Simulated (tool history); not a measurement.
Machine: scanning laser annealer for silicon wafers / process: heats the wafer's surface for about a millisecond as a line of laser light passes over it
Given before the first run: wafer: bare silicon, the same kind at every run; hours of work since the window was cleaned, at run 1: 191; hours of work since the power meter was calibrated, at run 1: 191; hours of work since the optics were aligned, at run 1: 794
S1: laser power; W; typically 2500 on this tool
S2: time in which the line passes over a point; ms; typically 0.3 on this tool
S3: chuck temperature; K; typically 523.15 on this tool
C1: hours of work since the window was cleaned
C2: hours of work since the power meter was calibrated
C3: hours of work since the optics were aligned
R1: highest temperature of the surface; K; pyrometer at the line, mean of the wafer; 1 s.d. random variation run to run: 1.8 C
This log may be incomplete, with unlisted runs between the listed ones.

{"run": 1, "hour": 0.0, "S1": 2500, "S2": 0.3, "S3": 523.15, "C1": 191, "C2": 191, "C3": 794, "R1": 1258.15}
{"run": 2, "hour": 5.8, "S1": 2500, "S2": 0.3, "S3": 523.15, "C1": 195, "C2": 195, "C3": 798, "R1": 1255.15}
{"run": 3, "hour": 11.0, "S1": 2500, "S2": 0.3, "S3": 523.15, "C1": 198, "C2": 198, "C3": 802, "R1": 1258.15}
{"run": 4, "hour": 19.5, "S1": 2500, "S2": 0.3, "S3": 523.15, "C1": 204, "C2": 204, "C3": 808, "R1": 1258.15}
{"run": 5, "hour": 23.8, "S1": 2657, "S2": 0.3, "S3": 523.15, "C1": 208, "C2": 208, "C3": 811, "R1": 1320.15}
{"run": 6, "hour": 28.0, "S1": 2657, "S2": 0.3, "S3": 485.15, "C1": 211, "C2": 211, "C3": 814, "R1": 1284.15}
{"run": 7, "hour": 32.3, "S1": 2657, "S2": 0.3, "S3": 485.15, "C1": 214, "C2": 214, "C3": 817, "R1": 1281.15}
{"run": 8, "hour": 36.0, "S1": 2500, "S2": 0.3, "S3": 523.15, "C1": 216, "C2": 216, "C3": 819, "R1": 1253.15}
{"run": 9, "hour": 39.8, "S1": 2500, "S2": 0.278, "S3": 523.15, "C1": 219, "C2": 219, "C3": 822, "R1": 1230.15}
{"run": 10, "hour": 44.9, "S1": 2500, "S2": 0.3, "S3": 523.15, "C1": 223, "C2": 223, "C3": 826, "R1": 1253.15}
{"run": 11, "hour": 51.5, "S1": 2500, "S2": 0.3, "S3": 523.15, "C1": 227, "C2": 227, "C3": 831, "R1": 1252.15}
{"run": 12, "hour": 58.3, "S1": 2500, "S2": 0.3, "S3": 523.15, "C1": 232, "C2": 232, "C3": 836, "R1": 1258.15}
{"run": 13, "hour": 62.7, "S1": 2500, "S2": 0.3, "S3": 523.15, "C1": 236, "C2": 236, "C3": 839, "R1": 1257.15}
{"hour": 68.2, "done": "optics aligned, line set to its width"}
{"run": 14, "hour": 73.4, "S1": 2500, "S2": 0.3, "S3": 523.15, "C1": 240, "C2": 240, "C3": 4, "R1": 1244.15}
{"run": 15, "hour": 79.8, "S1": 2500, "S2": 0.3, "S3": 523.15, "C1": 244, "C2": 244, "C3": 8, "R1": 1246.15}
{"run": 16, "hour": 87.2, "S1": 2500, "S2": 0.3, "S3": 502.15, "C1": 249, "C2": 249, "C3": 14, "R1": 1223.15}
{"run": 17, "hour": 93.2, "S1": 2298, "S2": 0.3, "S3": 523.15, "C1": 254, "C2": 254, "C3": 18, "R1": 1165.15}
{"run": 18, "hour": 102.1, "S1": 2298, "S2": 0.3, "S3": 523.15, "C1": 260, "C2": 260, "C3": 24, "R1": 1168.15}
{"hour": 112.4, "done": "optics aligned, line set to its width, once more"}
{"run": 19, "hour": 114.9, "S1": 2298, "S2": 0.3, "S3": 523.15, "C1": 266, "C2": 266, "C3": 2, "R1": 1184.15}
{"run": 20, "hour": 123.3, "S1": 2500, "S2": 0.3, "S3": 523.15, "C1": 272, "C2": 272, "C3": 8, "R1": 1263.15}
{"run": 21, "hour": 130.9, "S1": 2599, "S2": 0.272, "S3": 551.15, "C1": 277, "C2": 277, "C3": 13, "R1": 1294.15}
{"run": 22, "hour": 138.5, "S1": 2714, "S2": 0.26, "S3": 542.15, "C1": 283, "C2": 283, "C3": 19, "R1": 1310.15}
{"run": 23, "hour": 145.1, "S1": 2500, "S2": 0.293, "S3": 523.15, "C1": 287, "C2": 287, "C3": 23, "R1": 1257.15}
{"run": 24, "hour": 150.6, "S1": 2561, "S2": 0.24, "S3": 543.15, "C1": 291, "C2": 291, "C3": 27, "R1": 1229.15}
{"run": 25, "hour": 156.4, "S1": 2610, "S2": 0.3, "S3": 537.15, "C1": 296, "C2": 296, "C3": 32, "R1": 1321.15}
{"run": 26, "hour": 162.0, "S1": 2467, "S2": 0.3, "S3": 523.15, "C1": 300, "C2": 300, "C3": 36, "R1": 1245.15}
{"run": 27, "hour": 168.0, "S1": 2467, "S2": 0.3, "S3": 523.15, "C1": 304, "C2": 304, "C3": 40, "R1": 1248.15}
{"run": 28, "hour": 173.7, "S1": 2519, "S2": 0.3, "S3": 523.15, "C1": 308, "C2": 308, "C3": 44, "R1": 1267.15}
{"run": 29, "hour": 178.9, "S1": 2519, "S2": 0.3, "S3": 523.15, "C1": 312, "C2": 312, "C3": 48, "R1": 1269.15}
{"run": 30, "hour": 184.3, "S1": 2580, "S2": 0.24, "S3": 523.15, "C1": 316, "C2": 316, "C3": 52, "R1": 1214.15}
{"run": 31, "hour": 190.7, "S1": 2580, "S2": 0.24, "S3": 523.15, "C1": 320, "C2": 320, "C3": 56, "R1": 1218.15}
{"run": 32, "hour": 194.7, "S1": 2351, "S2": 0.24, "S3": 545.15, "C1": 323, "C2": 323, "C3": 59, "R1": 1154.15}
{"run": 33, "hour": 202.6, "S1": 2351, "S2": 0.24, "S3": 487.15, "C1": 329, "C2": 329, "C3": 65, "R1": 1092.15}
{"run": 34, "hour": 210.1, "S1": 2415, "S2": 0.34, "S3": 523.15, "C1": 334, "C2": 334, "C3": 70, "R1": 1266.15}
{"run": 35, "hour": 218.4, "S1": 2415, "S2": 0.34, "S3": 523.15, "C1": 340, "C2": 340, "C3": 76, "R1": 1263.15}
{"run": 36, "hour": 223.9, "S1": 2415, "S2": 0.34, "S3": 523.15, "C1": 344, "C2": 344, "C3": 80, "R1": 1264.15}
{"run": 37, "hour": 229.6, "S1": 2415, "S2": 0.34, "S3": 523.15, "C1": 348, "C2": 348, "C3": 84, "R1": 1268.15}
{"run": 38, "hour": 234.7, "S1": 2500, "S2": 0.379, "S3": 523.15, "C1": 352, "C2": 352, "C3": 88, "R1": 1344.15}
{"run": 39, "hour": 238.4, "S1": 2500, "S2": 0.282, "S3": 555.15, "C1": 354, "C2": 354, "C3": 90, "R1": 1268.15}
{"run": 40, "hour": 243.8, "S1": 2500, "S2": 0.282, "S3": 555.15, "C1": 358, "C2": 358, "C3": 94, "R1": 1268.15}

Some steps in R1 between neighbouring runs. How much of each would the tool show without its hidden state too (settings, what came in, random variation), and how much is left for the hidden state, with any gauge scatter that isn't in both results?
What the log doesn't record here: light that passes the window, % of a clean one's; laser's true power over the reading, %; width of the line over the set one, %; drift of the gauge itself on peak_c, C.
Run 13 -> 14: optics aligned, line set to its width. R1 -13 K: hidden state -9, all else -4.
Run 18 -> 19: optics aligned, line set to its width, once more. R1 +16 K: hidden state +18, all else -2.
Run 19 -> 20: S1 2298 -> 2500. R1 +79 K: hidden state -4, all else +83.
Run 24 -> 25: S1 2561 -> 2610, S2 0.24 -> 0.3, S3 543.15 -> 537.15. R1 +92 K: hidden state -3, all else +95.
Run 33 -> 34: S1 2351 -> 2415, S2 0.24 -> 0.34, S3 487.15 -> 523.15. R1 +174 K: hidden state -5, all else +179.
